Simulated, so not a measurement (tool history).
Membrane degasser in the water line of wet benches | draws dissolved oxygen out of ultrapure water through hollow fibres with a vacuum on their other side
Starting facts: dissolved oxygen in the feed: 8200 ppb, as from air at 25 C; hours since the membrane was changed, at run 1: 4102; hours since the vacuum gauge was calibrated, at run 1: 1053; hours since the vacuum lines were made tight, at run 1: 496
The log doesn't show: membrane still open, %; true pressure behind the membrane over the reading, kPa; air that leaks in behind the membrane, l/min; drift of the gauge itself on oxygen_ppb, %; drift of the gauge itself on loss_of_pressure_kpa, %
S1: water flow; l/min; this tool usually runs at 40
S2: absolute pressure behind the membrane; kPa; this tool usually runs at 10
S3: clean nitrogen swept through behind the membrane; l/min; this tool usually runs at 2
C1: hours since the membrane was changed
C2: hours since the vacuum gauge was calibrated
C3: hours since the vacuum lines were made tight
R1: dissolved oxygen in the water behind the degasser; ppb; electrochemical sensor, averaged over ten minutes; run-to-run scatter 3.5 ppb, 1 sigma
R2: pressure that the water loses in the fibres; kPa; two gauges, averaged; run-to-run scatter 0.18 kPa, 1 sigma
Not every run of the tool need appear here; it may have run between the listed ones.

run 1 hour=0 | S1=40 S2=10 S3=2 | C1=4102 C2=1053 C3=496 | R1=358.9 R2=33.47
run 2 hour=210.3 | S1=40 S2=10 S3=2 | C1=4312 C2=1264 C3=706 | R1=350.8 R2=33.18
run 3 hour=378.8 | S1=40 S2=10 S3=1.92 | C1=4481 C2=1432 C3=875 | R1=378.4 R2=33.13
run 4 hour=479.3 | S1=40 S2=10 S3=1.92 | C1=4581 C2=1533 C3=975 | R1=372 R2=33.3
run 5 hour=613 | S1=40 S2=10 S3=2 | C1=4715 C2=1666 C3=1109 | R1=350.3 R2=33.11
run 6 hour=762 | S1=40 S2=10 S3=2 | C1=4864 C2=1815 C3=1258 | R1=360.4 R2=33.52
run 7 hour=882.3 | S1=40 S2=10 S3=2 | C1=4984 C2=1936 C3=1378 | R1=359.1 R2=33.58
run 8 hour=1001.9 | S1=40 S2=10 S3=2 | C1=5104 C2=2055 C3=1498 | R1=363.2 R2=33.39
run 9 hour=1096.4 | S1=40 S2=10 S3=2 | C1=5198 C2=2150 C3=1592 | R1=356.5 R2=33.54
run 10 hour=1190.3 | S1=40 S2=10 S3=2 | C1=5292 C2=2244 C3=1686 | R1=360.5 R2=33.5
run 11 hour=1287.9 | S1=40 S2=10 S3=2 | C1=5390 C2=2341 C3=1784 | R1=355.6 R2=33.36
run 12 hour=1389.3 | S1=40 S2=10 S3=2 | C1=5491 C2=2443 C3=1885 | R1=365.9 R2=33.66
run 13 hour=1595.5 | S1=40 S2=10 S3=2 | C1=5697 C2=2649 C3=2092 | R1=359.2 R2=33.53
run 14 hour=1766.6 | S1=30 S2=10 S3=2 | C1=5868 C2=2820 C3=2263 | R1=251.4 R2=25.31
run 15 hour=1935.1 | S1=30 S2=10 S3=2 | C1=6037 C2=2988 C3=2431 | R1=251.2 R2=25.16
run 16 hour=2026.9 | S1=30 S2=10 S3=2 | C1=6129 C2=3080 C3=2523 | R1=254.9 R2=25.22
run 17 hour=2213.2 | S1=30 S2=10 S3=2 | C1=6315 C2=3266 C3=2709 | R1=255.5 R2=24.92
-- hour=2228.4 vacuum gauge calibrated
run 18 hour=2308.5 | S1=27 S2=10 S3=2 | C1=6410 C2=80 C3=2804 | R1=228 R2=22.91
run 19 hour=2469.7 | S1=41 S2=10 S3=3.99 | C1=6571 C2=241 C3=2965 | R1=241.5 R2=34.76
run 20 hour=2626.1 | S1=40 S2=22.7 S3=3.15 | C1=6727 C2=398 C3=3122 | R1=608.4 R2=33.53
run 21 hour=2790.7 | S1=28 S2=22.7 S3=3.69 | C1=6892 C2=562 C3=3286 | R1=368 R2=23.51
run 22 hour=2978 | S1=30 S2=10 S3=0.83 | C1=7079 C2=750 C3=3473 | R1=508.4 R2=25.49
run 23 hour=3137.2 | S1=37 S2=10.5 S3=0.85 | C1=7238 C2=909 C3=3633 | R1=651.3 R2=31.32
-- hour=3239 vacuum gauge calibrated, once more
run 24 hour=3275.3 | S1=46 S2=15.9 S3=4.57 | C1=7376 C2=36 C3=3770 | R1=399.6 R2=39.06
run 25 hour=3433.5 | S1=46 S2=15.9 S3=4.57 | C1=7534 C2=194 C3=3928 | R1=402 R2=39.1
run 26 hour=3629.3 | S1=34 S2=19.3 S3=1.94 | C1=7730 C2=390 C3=4124 | R1=628 R2=28.83
run 27 hour=3795.3 | S1=34 S2=19.3 S3=1.94 | C1=7896 C2=556 C3=4290 | R1=629.1 R2=29.08
run 28 hour=3934.7 | S1=60 S2=10 S3=2 | C1=8036 C2=696 C3=4430 | R1=644.8 R2=51.13
run 29 hour=4061 | S1=40 S2=6.7 S3=0.97 | C1=8162 C2=822 C3=4556 | R1=349.7 R2=33.95
run 30 hour=4175.2 | S1=51 S2=13.5 S3=1.6 | C1=8276 C2=936 C3=4670 | R1=773.6 R2=43.8
run 31 hour=4263.7 | S1=51 S2=13.5 S3=1.6 | C1=8365 C2=1025 C3=4759 | R1=787.1 R2=43.21

The next listed run, before its measurement:
run 32 hour=4396.9 | S1=34 S2=12 S3=1.6 | C1=8498 C2=1158 C3=4892 | R1=? R2=?

Run 32 gave R1 434.8 ppb, R2 29.02 kPa.
Take away the tool's hidden state, keep the run-to-run variation as it was, and the same run would have given R1 421.1 ppb, R2 27.65 kPa.
